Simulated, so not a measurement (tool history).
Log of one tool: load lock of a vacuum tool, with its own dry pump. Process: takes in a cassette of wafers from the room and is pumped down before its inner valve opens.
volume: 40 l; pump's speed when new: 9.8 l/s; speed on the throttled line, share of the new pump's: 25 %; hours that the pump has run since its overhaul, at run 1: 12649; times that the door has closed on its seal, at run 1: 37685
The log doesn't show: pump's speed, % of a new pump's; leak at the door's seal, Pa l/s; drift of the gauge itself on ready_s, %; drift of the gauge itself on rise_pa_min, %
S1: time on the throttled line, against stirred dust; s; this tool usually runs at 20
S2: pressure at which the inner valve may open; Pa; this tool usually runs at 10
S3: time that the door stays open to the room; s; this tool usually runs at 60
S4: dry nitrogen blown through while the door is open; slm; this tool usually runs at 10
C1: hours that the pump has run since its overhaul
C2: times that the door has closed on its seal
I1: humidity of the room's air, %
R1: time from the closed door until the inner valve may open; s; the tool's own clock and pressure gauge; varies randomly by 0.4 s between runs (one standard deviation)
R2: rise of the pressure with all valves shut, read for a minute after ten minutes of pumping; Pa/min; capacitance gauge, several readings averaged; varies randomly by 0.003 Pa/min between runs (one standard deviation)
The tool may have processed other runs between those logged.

run 1 day=0 | S1=20 S2=10 S3=60 S4=10 | C1=12649 C2=37685 | I1=44.2 | R1=56.2 R2=0.191
run 2 day=15.604 | S1=20 S2=10 S3=60 S4=10 | C1=13024 C2=38870 | I1=46 | R1=55.2 R2=0.201
run 3 day=37.742 | S1=20 S2=10 S3=60 S4=10 | C1=13555 C2=40551 | I1=47.9 | R1=55.8 R2=0.209
-- day=47.158 door's seal changed, seat wiped
run 4 day=50.496 | S1=20 S2=10 S3=60 S4=30 | C1=13860 C2=253 | I1=44.5 | R1=55 R2=0.016
run 5 day=68.021 | S1=20 S2=10 S3=60 S4=30 | C1=14280 C2=1584 | I1=48.1 | R1=55.1 R2=0.023
run 6 day=91.312 | S1=20 S2=10 S3=60 S4=30 | C1=14839 C2=3354 | I1=48 | R1=55.6 R2=0.022
run 7 day=110.004 | S1=20 S2=10 S3=60 S4=10 | C1=15288 C2=4773 | I1=46 | R1=55.7 R2=0.041
run 8 day=132.108 | S1=20 S2=10 S3=60 S4=10 | C1=15818 C2=6452 | I1=43.6 | R1=56 R2=0.044
run 9 day=152.542 | S1=20 S2=10 S3=60 S4=10 | C1=16309 C2=8004 | I1=46.7 | R1=56.8 R2=0.05
run 10 day=179.017 | S1=20 S2=10 S3=60 S4=10 | C1=16944 C2=10015 | I1=46.2 | R1=56 R2=0.055
run 11 day=192.812 | S1=20 S2=10 S3=60 S4=10 | C1=17275 C2=11063 | I1=48 | R1=56.4 R2=0.058
run 12 day=207.958 | S1=20 S2=9 S3=60 S4=10 | C1=17639 C2=12213 | I1=42.2 | R1=57.2 R2=0.057
run 13 day=238.262 | S1=20 S2=10 S3=60 S4=7 | C1=18366 C2=14515 | I1=43.9 | R1=56.7 R2=0.066
run 14 day=261.983 | S1=20 S2=10 S3=60 S4=7 | C1=18935 C2=16317 | I1=43.9 | R1=56.8 R2=0.077
-- day=276.508 dry pump taken out, an overhauled one fitted
run 15 day=284.421 | S1=13 S2=10 S3=60 S4=10 | C1=190 C2=18002 | I1=47.4 | R1=48.5 R2=0.085
run 16 day=312.083 | S1=20 S2=10 S3=60 S4=10 | C1=854 C2=20103 | I1=45 | R1=53.5 R2=0.081
run 17 day=339.529 | S1=20 S2=10 S3=60 S4=10 | C1=1513 C2=22188 | I1=45.3 | R1=53.6 R2=0.092
run 18 day=363.104 | S1=13 S2=10 S3=60 S4=10 | C1=2078 C2=23978 | I1=46.6 | R1=48.7 R2=0.1
run 19 day=376.15 | S1=13 S2=10 S3=60 S4=10 | C1=2391 C2=24969 | I1=44.6 | R1=48.4 R2=0.093
run 20 day=394.008 | S1=13 S2=10 S3=60 S4=10 | C1=2820 C2=26326 | I1=47.6 | R1=48.6 R2=0.105
run 21 day=422.046 | S1=20 S2=7 S3=60 S4=10 | C1=3493 C2=28455 | I1=46.1 | R1=55.6 R2=0.12
run 22 day=449.246 | S1=11 S2=14 S3=62 S4=32 | C1=4146 C2=30521 | I1=43.1 | R1=45.9 R2=0.11
run 23 day=480.042 | S1=31 S2=9 S3=102 S4=26 | C1=4885 C2=32860 | I1=42.2 | R1=62.9 R2=0.132
run 24 day=496.125 | S1=31 S2=9 S3=102 S4=26 | C1=5271 C2=34082 | I1=46.8 | R1=64.2 R2=0.139
run 25 day=511.242 | S1=20 S2=10 S3=125 S4=8 | C1=5634 C2=35230 | I1=46.5 | R1=54.1 R2=0.18
run 26 day=538.842 | S1=20 S2=17 S3=85 S4=8 | C1=6296 C2=37326 | I1=45.9 | R1=52.6 R2=0.183
run 27 day=566.425 | S1=12 S2=11 S3=60 S4=26 | C1=6958 C2=39421 | I1=48.8 | R1=48.5 R2=0.158
run 28 day=588.025 | S1=12 S2=11 S3=60 S4=26 | C1=7476 C2=41062 | I1=46 | R1=48 R2=0.176
-- day=590.55 door's seal changed, seat wiped
run 29 day=604.808 | S1=20 S2=10 S3=60 S4=44 | C1=7878 C2=1083 | I1=48.2 | R1=54.9 R2=0.011
run 30 day=630.117 | S1=20 S2=10 S3=60 S4=39 | C1=8485 C2=3005 | I1=43.9 | R1=55.1 R2=0.026
run 31 day=650.154 | S1=23 S2=10 S3=60 S4=15 | C1=8966 C2=4527 | I1=47.7 | R1=57.2 R2=0.039
run 32 day=677.542 | S1=23 S2=10 S3=60 S4=15 | C1=9623 C2=6607 | I1=43.8 | R1=57.7 R2=0.038
run 33 day=692.492 | S1=14 S2=10 S3=60 S4=12 | C1=9982 C2=7743 | I1=41.1 | R1=50.8 R2=0.044
run 34 day=718.996 | S1=14 S2=10 S3=60 S4=12 | C1=10618 C2=9756 | I1=49 | R1=50.3 R2=0.051
run 35 day=739.246 | S1=14 S2=10 S3=60 S4=12 | C1=11104 C2=11294 | I1=44.8 | R1=52.5 R2=0.052
run 36 day=760.492 | S1=20 S2=11 S3=60 S4=12 | C1=11614 C2=12908 | I1=45.8 | R1=54.9 R2=0.061
run 37 day=785.562 | S1=18 S2=11 S3=60 S4=12 | C1=12216 C2=14812 | I1=43.8 | R1=53.3 R2=0.061

Across each entry between runs, compare the hidden state at the last listed run before it with the hidden state at the first listed run after it:
Between runs 3 and 4: door's seal changed, seat wiped (day 47.158)
  pump's speed, % of a new pump's: 92.9 -> 92.7; leak at the door's seal, Pa l/s: 0.1168 -> 0.002
  measured value less the no-hidden-state value, R1: +2.6 -> +2.6 s; R2: +0.172 -> +0 Pa/min
Between runs 14 and 15: dry pump taken out, an overhauled one fitted (day 276.508)
  pump's speed, % of a new pump's: 90 -> 98.8; leak at the door's seal, Pa l/s: 0.0252 -> 0.029
  measured value less the no-hidden-state value, R1: +3.8 -> +0.4 s; R2: +0.035 -> +0.041 Pa/min
Between runs 28 and 29: door's seal changed, seat wiped (day 590.55)
  pump's speed, % of a new pump's: 94.9 -> 94.7; leak at the door's seal, Pa l/s: 0.1043 -> 0.0039
  measured value less the no-hidden-state value, R1: +1.9 -> +1.8 s; R2: +0.154 -> +0.002 Pa/min
